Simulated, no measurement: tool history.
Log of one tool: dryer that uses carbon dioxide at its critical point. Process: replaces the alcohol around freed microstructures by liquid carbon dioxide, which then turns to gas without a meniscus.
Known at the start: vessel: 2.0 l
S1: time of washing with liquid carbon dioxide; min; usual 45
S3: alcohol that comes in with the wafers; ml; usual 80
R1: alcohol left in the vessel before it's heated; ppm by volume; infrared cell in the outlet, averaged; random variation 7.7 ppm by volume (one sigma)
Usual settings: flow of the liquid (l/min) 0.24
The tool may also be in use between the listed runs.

Run 1, day 0: usual settings. Result: R1 458 ppm by volume.
Run 2, day 0.238: usual settings but S1 32 min. Result: R1 1674 ppm by volume.
Run 3, day 0.475: usual settings. Result: R1 453 ppm by volume.
Run 4, day 0.821: usual settings. Result: R1 450 ppm by volume.
Run 5, day 1.142: usual settings. Result: R1 446 ppm by volume.
Run 6, day 1.425: usual settings. Result: R1 459 ppm by volume.
Run 7, day 1.683: usual settings. Result: R1 465 ppm by volume.
Run 8, day 2.029: usual settings. Result: R1 464 ppm by volume.
Run 9, day 2.446: usual settings. Result: R1 453 ppm by volume.
Run 10, day 2.65: usual settings. Result: R1 472 ppm by volume.
Run 11, day 2.988: usual settings. Result: R1 471 ppm by volume.
Run 12, day 3.417: usual settings. Result: R1 475 ppm by volume.
Run 13, day 3.867: usual settings but S1 33 min, flow of the liquid (l/min) 0.241, S3 28 ml. Result: R1 535 ppm by volume.
Run 14, day 4.096: usual settings but S1 33 min, flow of the liquid (l/min) 0.241, S3 28 ml. Result: R1 514 ppm by volume.
Run 15, day 4.362: usual settings but S1 33 min, flow of the liquid (l/min) 0.241, S3 36 ml. Result: R1 690 ppm by volume.
Run 16, day 4.838: usual settings but S1 33 min, flow of the liquid (l/min) 0.241, S3 36 ml. Result: R1 683 ppm by volume.
Run 17, day 5.275: usual settings but S1 34 min, flow of the liquid (l/min) 0.273, S3 36 ml. Result: R1 401 ppm by volume.
Run 18, day 5.608: usual settings but S1 55 min, flow of the liquid (l/min) 0.298, S3 46 ml. Result: R1 48 ppm by volume.
Run 19, day 5.879: usual settings but S1 40 min. Result: R1 768 ppm by volume.
Run 20, day 6.154: usual settings but S1 40 min, flow of the liquid (l/min) 0.405, S3 65 ml. Result: R1 82 ppm by volume.
Run 21, day 6.621: usual settings but S1 40 min, flow of the liquid (l/min) 0.405, S3 65 ml. Result: R1 70 ppm by volume.
Run 22, day 7.104: usual settings. Result: R1 480 ppm by volume.

Some steps in R1 between neighbouring runs. How much of each would the tool show without its hidden state too (settings, what came in, random variation), and how much is left for the hidden state, with any gauge scatter that isn't in both results?
The hidden state here: flow that reaches the vessel past the clogged filter, %; alcohol in the recycled carbon dioxide, ppm; drift of the gauge itself on alcohol_ppm, %.
Run 1 -> 2: S1 45 -> 32. R1 +1216 ppm by volume: hidden state +98, all else +1118.
Run 2 -> 3: S1 32 -> 45. R1 -1221 ppm by volume: hidden state -97, all else -1124.
Run 18 -> 19: S1 55 -> 40, flow of the liquid (l/min) 0.298 -> 0.24, S3 46 -> 80. R1 +720 ppm by volume: hidden state +105, all else +615.
